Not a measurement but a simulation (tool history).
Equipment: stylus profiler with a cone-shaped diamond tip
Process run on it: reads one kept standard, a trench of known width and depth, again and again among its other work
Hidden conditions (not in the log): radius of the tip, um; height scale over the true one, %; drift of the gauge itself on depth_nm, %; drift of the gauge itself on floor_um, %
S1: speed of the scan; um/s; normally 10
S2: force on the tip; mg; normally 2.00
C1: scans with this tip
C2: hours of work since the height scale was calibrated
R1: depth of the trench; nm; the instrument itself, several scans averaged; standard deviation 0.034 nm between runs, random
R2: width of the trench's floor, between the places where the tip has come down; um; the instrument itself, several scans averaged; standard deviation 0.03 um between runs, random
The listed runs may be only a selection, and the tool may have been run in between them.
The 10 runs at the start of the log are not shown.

{"run": 11, "day": 23.712, "S1": 12, "S2": 2.0, "C1": 14556, "C2": 1162, "R1": 101.5, "R2": 48.21}
{"run": 12, "day": 26.354, "S1": 12, "S2": 2.0, "C1": 14965, "C2": 1195, "R1": 101.49, "R2": 48.19}
{"run": 13, "day": 28.867, "S1": 5, "S2": 2.0, "C1": 15354, "C2": 1226, "R1": 101.59, "R2": 48.19}
{"run": 14, "day": 30.271, "S1": 5, "S2": 2.0, "C1": 15571, "C2": 1243, "R1": 101.5, "R2": 48.21}
{"run": 15, "day": 33.417, "S1": 29, "S2": 2.0, "C1": 16058, "C2": 1282, "R1": 101.54, "R2": 48.14}
{"run": 16, "day": 35.162, "S1": 10, "S2": 5.42, "C1": 16328, "C2": 1304, "R1": 102.67, "R2": 48.13}
{"run": 17, "day": 37.225, "S1": 10, "S2": 5.42, "C1": 16647, "C2": 1329, "R1": 102.66, "R2": 48.14}
{"day": 38.221, "done": "new tip fitted, height scale calibrated"}
{"run": 18, "day": 39.746, "S1": 4, "S2": 2.0, "C1": 236, "C2": 19, "R1": 101.19, "R2": 48.75}
{"run": 19, "day": 41.592, "S1": 4, "S2": 2.0, "C1": 522, "C2": 42, "R1": 101.26, "R2": 48.71}
{"run": 20, "day": 43.854, "S1": 4, "S2": 2.0, "C1": 872, "C2": 70, "R1": 101.24, "R2": 48.67}
{"run": 21, "day": 46.679, "S1": 10, "S2": 2.0, "C1": 1309, "C2": 104, "R1": 101.31, "R2": 48.7}
{"run": 22, "day": 49.742, "S1": 10, "S2": 0.87, "C1": 1783, "C2": 142, "R1": 100.8, "R2": 48.64}
{"run": 23, "day": 52.733, "S1": 10, "S2": 1.34, "C1": 2245, "C2": 179, "R1": 101.05, "R2": 48.61}
{"run": 24, "day": 54.629, "S1": 10, "S2": 3.77, "C1": 2539, "C2": 203, "R1": 101.9, "R2": 48.64}
{"run": 25, "day": 56.596, "S1": 9, "S2": 1.6, "C1": 2843, "C2": 227, "R1": 101.22, "R2": 48.58}
{"run": 26, "day": 58.075, "S1": 9, "S2": 1.6, "C1": 3072, "C2": 245, "R1": 101.19, "R2": 48.58}
{"run": 27, "day": 60.212, "S1": 9, "S2": 1.6, "C1": 3403, "C2": 272, "R1": 101.18, "R2": 48.56}
{"run": 28, "day": 61.525, "S1": 25, "S2": 1.91, "C1": 3606, "C2": 288, "R1": 101.28, "R2": 48.53}
{"run": 29, "day": 64.167, "S1": 10, "S2": 0.74, "C1": 4014, "C2": 321, "R1": 100.83, "R2": 48.51}
{"run": 30, "day": 65.958, "S1": 15, "S2": 5.68, "C1": 4291, "C2": 343, "R1": 102.49, "R2": 48.55}
{"run": 31, "day": 67.429, "S1": 2, "S2": 0.71, "C1": 4519, "C2": 361, "R1": 100.77, "R2": 48.51}

Run 32 is up next; what results do you expect?
{"run": 32, "day": 69.338, "S1": 2, "S2": 0.71, "C1": 4815, "C2": 384, "R1": "?", "R2": "?"}

Run 32 came out at R1 100.68 nm, R2 48.56 um.
Minus the tool's unlogged condition, the same run would have read R1 100.50 nm, R2 48.77 um.
